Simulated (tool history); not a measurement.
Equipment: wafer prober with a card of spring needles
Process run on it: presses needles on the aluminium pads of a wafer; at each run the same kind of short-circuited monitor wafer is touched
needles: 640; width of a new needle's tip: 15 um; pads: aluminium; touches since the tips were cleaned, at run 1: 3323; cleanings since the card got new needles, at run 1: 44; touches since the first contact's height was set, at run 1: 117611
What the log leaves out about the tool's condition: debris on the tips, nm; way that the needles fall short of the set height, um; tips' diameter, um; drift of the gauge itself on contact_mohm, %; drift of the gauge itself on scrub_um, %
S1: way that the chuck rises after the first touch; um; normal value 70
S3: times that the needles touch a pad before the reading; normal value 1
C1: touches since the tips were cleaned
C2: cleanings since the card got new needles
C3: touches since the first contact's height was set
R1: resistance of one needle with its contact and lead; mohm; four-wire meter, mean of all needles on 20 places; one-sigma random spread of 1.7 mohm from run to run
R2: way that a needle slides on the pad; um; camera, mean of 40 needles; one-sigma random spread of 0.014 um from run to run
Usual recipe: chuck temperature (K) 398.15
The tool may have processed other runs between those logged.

Run 1, hour 0.0: usual settings; C1 3323; C2 44; C3 117611. Result: R1 220 mohm, R2 13.05 um.
At hour 12.6: tips cleaned on abrasive film.
Run 2, hour 14.1: usual settings; C1 723; C2 45; C3 124322. Result: R1 182 mohm, R2 13.04 um.
At hour 31.7: tips cleaned on abrasive film.
Run 3, hour 38.4: usual settings; C1 3215; C2 46; C3 135975. Result: R1 210 mohm, R2 13.01 um.
At hour 51.2: tips cleaned on abrasive film.
Run 4, hour 65.6: usual settings; C1 6906; C2 47; C3 148968. Result: R1 230 mohm, R2 13.01 um.
At hour 71.2: tips cleaned on abrasive film.
Run 5, hour 78.7: usual settings but chuck temperature (K) 357.15; C1 3629; C2 48; C3 155225. Result: R1 212 mohm, R2 12.99 um.
At hour 91.7: tips cleaned on abrasive film.
At hour 96.5: height of the first contact set anew.
Run 6, hour 102.0: usual settings; C1 4822; C2 49; C3 2646. Result: R1 223 mohm, R2 13.29 um.
At hour 111.3: tips cleaned on abrasive film.
Run 7, hour 116.0: usual settings but S3 2; C1 2262; C2 50; C3 9295. Result: R1 189 mohm, R2 13.26 um.
At hour 131.6: tips cleaned on abrasive film.
Run 8, hour 134.7: usual settings but S3 2; C1 1509; C2 51; C3 18225. Result: R1 182 mohm, R2 13.25 um.
Run 9, hour 149.5: usual settings but S3 2; C1 8615; C2 51; C3 25331. Result: R1 206 mohm, R2 13.22 um.
At hour 152.0: tips cleaned on abrasive film.
Run 10, hour 165.4: usual settings but S3 2; C1 6419; C2 52; C3 32917. Result: R1 203 mohm, R2 13.23 um.
At hour 173.0: tips cleaned on abrasive film.
Run 11, hour 186.3: usual settings but S3 2; C1 6372; C2 53; C3 42889. Result: R1 205 mohm, R2 13.19 um.
At hour 192.7: tips cleaned on abrasive film.
At hour 211.8: tips cleaned on abrasive film.
Run 12, hour 211.8: usual settings; C1 2; C2 55; C3 55055. Result: R1 176 mohm, R2 13.15 um.
Run 13, hour 228.5: usual settings; C1 8023; C2 55; C3 63076. Result: R1 231 mohm, R2 13.16 um.
At hour 231.8: tips cleaned on abrasive film.
At hour 250.9: tips cleaned on abrasive film.
Run 14, hour 252.7: usual settings but S3 2; C1 863; C2 57; C3 74606. Result: R1 178 mohm, R2 13.13 um.
Run 15, hour 267.7: usual settings but S3 2; C1 8060; C2 57; C3 81803. Result: R1 205 mohm, R2 13.14 um.
At hour 271.6: tips cleaned on abrasive film.
Run 16, hour 286.5: usual settings but S3 2; C1 7152; C2 58; C3 90783. Result: R1 208 mohm, R2 13.13 um.
At hour 292.4: tips cleaned on abrasive film.
Run 17, hour 299.9: usual settings but S1 88 um, chuck temperature (K) 391.15, S3 2; C1 3598; C2 59; C3 97173. Result: R1 184 mohm, R2 16.51 um.
At hour 311.7: tips cleaned on abrasive film.
Run 18, hour 316.0: usual settings but chuck temperature (K) 338.15, S3 3; C1 2072; C2 60; C3 104847. Result: R1 169 mohm, R2 13.04 um.
At hour 330.9: tips cleaned on abrasive film.
Run 19, hour 332.5: usual settings but chuck temperature (K) 338.15, S3 2; C1 792; C2 61; C3 112730. Result: R1 173 mohm, R2 13.05 um.
Run 20, hour 344.2: usual settings but S1 68 um, chuck temperature (K) 306.15, S3 2; C1 6389; C2 61; C3 118327. Result: R1 196 mohm, R2 12.66 um.
At hour 350.6: tips cleaned on abrasive film.
Run 21, hour 359.1: usual settings but S1 68 um, chuck temperature (K) 306.15, S3 2; C1 4077; C2 62; C3 125457. Result: R1 191 mohm, R2 12.64 um.
At hour 370.6: tips cleaned on abrasive film.
Run 22, hour 377.4: usual settings but S1 68 um, chuck temperature (K) 306.15, S3 2; C1 3239; C2 63; C3 134185. Result: R1 186 mohm, R2 12.61 um.
At hour 389.4: tips cleaned on abrasive film.
Run 23, hour 399.6: usual settings but S1 85 um, chuck temperature (K) 371.15, S3 2; C1 4892; C2 64; C3 144817. Result: R1 186 mohm, R2 15.83 um.
At hour 409.3: tips cleaned on abrasive film.
Run 24, hour 412.1: usual settings but S1 85 um, chuck temperature (K) 371.15, S3 2; C1 1366; C2 65; C3 150758. Result: R1 175 mohm, R2 15.79 um.
Run 25, hour 423.8: usual settings but S1 85 um, chuck temperature (K) 371.15, S3 2; C1 7004; C2 65; C3 156396. Result: R1 193 mohm, R2 15.80 um.
At hour 428.8: tips cleaned on abrasive film.
At hour 438.7: height of the first contact set anew.
Run 26, hour 446.0: usual settings but chuck temperature (K) 336.15, S3 3; C1 8104; C2 66; C3 3493. Result: R1 180 mohm, R2 13.28 um.
At hour 448.1: tips cleaned on abrasive film.
At hour 467.5: tips cleaned on abrasive film.
Run 27, hour 467.5: usual settings but S1 79 um, chuck temperature (K) 359.15; C1 0; C2 68; C3 13705. Result: R1 164 mohm, R2 14.94 um.
Run 28, hour 479.0: usual settings but S1 65 um, chuck temperature (K) 359.15; C1 5531; C2 68; C3 19236. Result: R1 239 mohm, R2 12.30 um.
At hour 487.3: tips cleaned on abrasive film.
Run 29, hour 494.4: usual settings but S1 89 um, chuck temperature (K) 384.15; C1 3390; C2 69; C3 26580. Result: R1 195 mohm, R2 16.84 um.
At hour 506.6: tips cleaned on abrasive film.
Run 30, hour 512.4: usual settings but S1 78 um, chuck temperature (K) 341.15; C1 2786; C2 70; C3 35183. Result: R1 194 mohm, R2 14.74 um.
At hour 527.3: tips cleaned on abrasive film.
Run 31, hour 536.4: usual settings but S1 73 um, chuck temperature (K) 376.15, S3 3; C1 4366; C2 71; C3 46653. Result: R1 183 mohm, R2 13.77 um.
At hour 547.4: tips cleaned on abrasive film.
Run 32, hour 550.2: usual settings but chuck temperature (K) 315.15, S3 3; C1 1332; C2 72; C3 53232. Result: R1 163 mohm, R2 13.19 um.

5 ways to go on from here, each from the tool as it stands after run 32. What would each give?
At hour 566.8: tips cleaned on abrasive film.
Run A, hour 568.8: usual settings but chuck temperature (K) 337.15, S3 2; C1 999; C2 73; C3 62144. Result: R1 ?, R2 ?.
At hour 566.8: tips cleaned on abrasive film.
Run B, hour 568.8: usual settings but S1 53 um, chuck temperature (K) 327.15; C1 999; C2 73; C3 62144. Result: R1 ?, R2 ?.
At hour 566.8: tips cleaned on abrasive film.
Run C, hour 568.8: usual settings but S1 53 um, chuck temperature (K) 307.15; C1 999; C2 73; C3 62144. Result: R1 ?, R2 ?.
At hour 566.8: tips cleaned on abrasive film.
Run D, hour 568.8: usual settings but S1 71 um, chuck temperature (K) 315.15, S3 3; C1 999; C2 73; C3 62144. Result: R1 ?, R2 ?.
At hour 566.8: tips cleaned on abrasive film.
Run E, hour 568.8: usual settings but S1 56 um; C1 999; C2 73; C3 62144. Result: R1 ?, R2 ?.

run   R1     R2
  A  174  13.17
  B  203   9.95
  C  199   9.93
  D  162  13.34
  E  208  10.48
Without the tool's hidden state the same runs would have given:
run   R1     R2
  A  157  13.28
  B  159  10.07
  C  154  10.04
  D  151  13.46
  E  171  10.60
